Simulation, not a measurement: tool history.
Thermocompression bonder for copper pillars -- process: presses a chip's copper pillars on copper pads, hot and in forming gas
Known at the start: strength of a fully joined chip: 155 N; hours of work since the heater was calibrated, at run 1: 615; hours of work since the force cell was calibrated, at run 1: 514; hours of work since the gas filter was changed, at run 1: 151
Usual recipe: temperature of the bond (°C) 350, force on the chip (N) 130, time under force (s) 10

| run | day | temperature of the bond (°C) | force on the chip (N) | time under force (s) | hours of work since the heater was calibrated | hours of work since the force cell was calibrated | hours of work since the gas filter was changed | force that shears a chip off (N) |
|---|---|---|---|---|---|---|---|---|
| 1 | 0 | 350 | 130 | 10 | 615 | 514 | 151 | 70.5 |
| 2 | 0.567 | 350 | 130 | 10 | 622 | 521 | 158 | 70.2 |
| 3 | 1.596 | 335 | 130 | 10 | 636 | 535 | 172 | 63.5 |
| 4 | 2.433 | 335 | 130 | 10 | 646 | 545 | 182 | 62.9 |
|  | 2.908 | forming gas filter changed |
| 5 | 3.038 | 350 | 130 | 19 | 654 | 553 | 2 | 88.6 |
| 6 | 3.838 | 350 | 130 | 7 | 664 | 563 | 12 | 61.4 |
| 7 | 4.667 | 350 | 130 | 10 | 675 | 574 | 23 | 70.4 |
| 8 | 5.671 | 374 | 130 | 10 | 688 | 587 | 35 | 81.8 |
| 9 | 6.712 | 338 | 130 | 10 | 701 | 600 | 49 | 65.6 |
|  | 7.704 | heater calibrated with a thermocouple chip |
| 10 | 7.967 | 338 | 130 | 10 | 3 | 615 | 64 | 64.5 |
| 11 | 8.879 | 350 | 130 | 10 | 15 | 627 | 76 | 70.3 |
| 12 | 9.608 | 350 | 130 | 10 | 24 | 636 | 85 | 69.8 |
| 13 | 10.483 | 350 | 130 | 12 | 36 | 647 | 96 | 75.2 |
| 14 | 11.021 | 350 | 130 | 12 | 43 | 654 | 103 | 74.7 |
| 15 | 12.167 | 350 | 130 | 10 | 57 | 669 | 118 | 70.6 |
| 16 | 12.658 | 350 | 130 | 10 | 64 | 675 | 124 | 71 |
| 17 | 13.267 | 350 | 130 | 16 | 71 | 683 | 132 | 83.2 |
| 18 | 13.975 | 350 | 130 | 16 | 81 | 692 | 141 | 82 |
| 19 | 14.842 | 380 | 122 | 27 | 92 | 703 | 152 | 108.3 |
| 20 | 15.458 | 361 | 130 | 21 | 100 | 711 | 160 | 97 |
| 21 | 16.283 | 378 | 130 | 21 | 110 | 722 | 171 | 105.2 |
| 22 | 16.996 | 350 | 130 | 9 | 119 | 731 | 180 | 68.4 |
| 23 | 17.579 | 350 | 130 | 9 | 127 | 738 | 187 | 68.4 |
|  | 17.662 | forming gas filter changed |
| 24 | 18.2 | 350 | 98 | 25 | 134 | 746 | 7 | 74.1 |
| 25 | 18.738 | 346 | 87 | 25 | 141 | 753 | 14 | 64.5 |
| 26 | 19.275 | 337 | 130 | 12 | 148 | 760 | 21 | 68.3 |
| 27 | 19.771 | 369 | 124 | 17 | 155 | 766 | 27 | 91 |
| 28 | 20.767 | 321 | 151 | 21 | 167 | 779 | 40 | 86.5 |
| 29 | 21.454 | 347 | 130 | 10 | 176 | 788 | 49 | 69.6 |
| 30 | 22.433 | 359 | 126 | 10 | 189 | 800 | 61 | 73.4 |
| 31 | 23.483 | 371 | 93 | 10 | 202 | 814 | 75 | 58.4 |
|  | 24.117 | force cell calibrated |
| 32 | 24.638 | 321 | 129 | 10 | 216 | 7 | 89 | 56 |
| 33 | 25.4 | 344 | 121 | 10 | 226 | 16 | 99 | 62.4 |
| 34 | 26.088 | 348 | 172 | 10 | 235 | 25 | 107 | 91.2 |
| 35 | 26.583 | 357 | 101 | 26 | 241 | 32 | 114 | 80.4 |
| 36 | 27.588 | 363 | 101 | 6 | 254 | 45 | 127 | 48.3 |

How the hidden state differs across the entries between the runs, from the last listed run before each to the first after it:
Runs 4 to 5: forming gas filter changed (day 2.908)
  oxide that the forming gas leaves, % of the face: 0.63 -> 0.5
Runs 9 to 10: heater calibrated with a thermocouple chip (day 7.704)
  true temperature of the bond over the reading, C: 0.2 -> 0; oxide that the forming gas leaves, % of the face: 0.54 -> 0.55
Runs 23 to 24: forming gas filter changed (day 17.662)
  oxide that the forming gas leaves, % of the face: 0.64 -> 0.51
Runs 31 to 32: force cell calibrated (day 24.117)
  force that reaches the chip, % of what is set: 99.8 -> 100; oxide that the forming gas leaves, % of the face: 0.56 -> 0.57

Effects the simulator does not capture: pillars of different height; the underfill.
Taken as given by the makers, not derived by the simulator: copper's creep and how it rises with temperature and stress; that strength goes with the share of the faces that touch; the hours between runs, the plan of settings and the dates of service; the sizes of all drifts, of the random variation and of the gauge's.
